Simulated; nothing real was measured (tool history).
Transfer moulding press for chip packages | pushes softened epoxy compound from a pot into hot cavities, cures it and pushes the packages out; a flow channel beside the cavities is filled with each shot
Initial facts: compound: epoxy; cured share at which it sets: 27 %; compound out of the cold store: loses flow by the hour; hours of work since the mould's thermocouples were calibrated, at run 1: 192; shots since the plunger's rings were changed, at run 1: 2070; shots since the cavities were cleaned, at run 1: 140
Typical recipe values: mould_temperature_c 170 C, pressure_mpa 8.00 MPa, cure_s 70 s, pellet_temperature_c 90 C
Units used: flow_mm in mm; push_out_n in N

run	hour	mould_temperature_c	pressure_mpa	cure_s	pellet_temperature_c	hours of work since the mould's thermocouples were calibrated	shots since the plunger's rings were changed	shots since the cavities were cleaned	incoming compound's hours out of the cold store	flow_mm	push_out_n
1	0.0	170	8.00	70	90	192	2070	140	21.9	679	739
2	5.6	170	9.36	70	90	195	2147	217	20.2	743	754
3	10.9	170	8.00	91	90	199	2221	291	16.5	699	485
4	21.6	170	9.66	70	90	205	2369	439	15.5	774	740
5	27.9	170	8.00	70	90	209	2458	528	40.2	615	673
6	33.2	170	8.00	70	90	213	2531	601	44.4	604	670
7	42.3	170	8.00	70	90	218	2657	727	15.5	703	785
# hour 48.1: cavities cleaned with cleaning compound and waxed
8	50.8	170	7.71	70	90	223	2754	37	10.8	711	764
9	58.5	170	8.00	70	90	228	2861	144	12.7	718	764
10	66.1	170	8.00	70	90	232	2966	249	44.1	601	681
11	76.1	170	8.00	70	90	239	3105	388	46.9	596	657
# hour 83.7: plunger's sealing rings changed
12	83.7	170	8.00	70	80	242	0	459	19.6	691	787
13	88.7	170	8.00	70	80	245	69	528	19.7	692	798
14	93.2	170	8.00	70	80	248	131	590	8.3	733	817
15	102.2	170	8.86	70	90	254	257	716	24.9	705	747
# hour 108.5: cavities cleaned with cleaning compound and waxed
16	113.8	170	8.86	70	90	260	397	74	34.1	670	709
17	118.5	173	6.60	108	99	263	462	139	30.3	588	426
18	128.9	173	8.38	108	95	269	606	283	38.7	634	437
19	137.4	173	8.38	78	95	275	724	401	26.5	674	511
20	146.7	173	8.38	78	95	280	853	530	38.2	635	499
21	156.4	173	8.29	53	95	287	988	665	16.1	711	1291
# hour 165.9: cavities cleaned with cleaning compound and waxed
22	165.9	173	8.29	53	95	292	1099	0	8.7	742	1330
23	172.9	163	7.54	55	97	296	1196	97	14.7	695	1896
24	177.7	169	8.00	70	88	299	1263	164	30.6	651	759
25	185.7	167	8.00	70	86	304	1374	275	21.4	686	939
26	190.6	174	7.52	90	86	307	1441	342	31.1	624	447
27	196.7	178	8.52	94	85	311	1527	428	14.1	725	417
28	203.9	170	8.00	70	86	315	1626	527	28.5	658	747

Consider 4 possible next runs. They are alternatives, not a sequence: every one starts from the tool as it was left by run 28. What does each give?
A	210.4	170	7.40	92	97	320	1716	617	33.7	?	?
B	210.4	165	8.00	97	84	320	1716	617	28.9	?	?
C	210.4	170	8.00	70	83	320	1716	617	32.7	?	?
D	210.4	174	8.00	55	99	320	1716	617	39.2	?	?

run	flow_mm	push_out_n
A	613	461
B	661	533
C	643	742
D	616	965
The same runs, with their run-to-run variation unchanged, on a tool lacking any hidden condition would have given:
run	flow_mm	push_out_n
A	613	457
B	662	529
C	643	736
D	616	958
